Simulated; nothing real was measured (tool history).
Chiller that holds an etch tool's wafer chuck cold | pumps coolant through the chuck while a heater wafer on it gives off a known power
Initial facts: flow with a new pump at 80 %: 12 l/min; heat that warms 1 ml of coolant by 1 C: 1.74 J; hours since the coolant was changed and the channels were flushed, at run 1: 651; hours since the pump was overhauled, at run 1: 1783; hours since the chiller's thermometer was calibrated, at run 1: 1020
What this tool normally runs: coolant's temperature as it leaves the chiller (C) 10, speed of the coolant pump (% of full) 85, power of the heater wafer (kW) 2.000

run,day,coolant's temperature as it leaves the chiller (C),speed of the coolant pump (% of full),power of the heater wafer (kW),hours since the coolant was changed and the channels were flushed,hours since the pump was overhauled,hours since the chiller's thermometer was calibrated,chuck's temperature once it has settled (K),how much warmer the coolant comes back (C)
1,0.000,10,85,2.000,651,1783,1020,295.25,5.41
2,1.146,10,85,2.000,679,1810,1047,295.15,5.46
3,2.642,11,85,2.000,715,1846,1083,296.35,5.39
4,3.546,11,85,2.000,736,1868,1105,296.05,5.44
5,4.404,11,83,2.000,757,1888,1125,296.55,5.45
6,5.846,10,85,2.000,792,1923,1160,295.25,5.36
7,7.592,10,85,2.000,834,1965,1202,295.25,5.35
8,8.779,13,85,2.000,862,1993,1230,298.05,5.32
9,10.025,13,85,2.000,892,2023,1260,298.25,5.35
10,11.538,13,85,2.000,928,2059,1296,298.25,5.38
11,12.933,10,85,1.248,962,2093,1330,290.85,3.26
12,14.679,10,85,1.248,1004,2135,1372,290.55,3.30
13,15.442,10,85,1.248,1022,2153,1390,290.45,3.25
14,17.062,10,85,1.248,1061,2192,1429,290.55,3.31
15,18.079,10,85,1.248,1085,2216,1453,290.35,3.22
16,19.062,10,85,1.248,1109,2240,1477,290.55,3.21

The next listed run, before its measurement:
17,20.529,10,85,1.248,1144,2275,1512,?,?

chuck's temperature once it has settled (K): 290.45
how much warmer the coolant comes back (C): 3.24
Take away the tool's hidden state, keep the run-to-run variation as it was, and the same run would have given chuck's temperature once it has settled (K) 290.45, how much warmer the coolant comes back (C) 3.41.
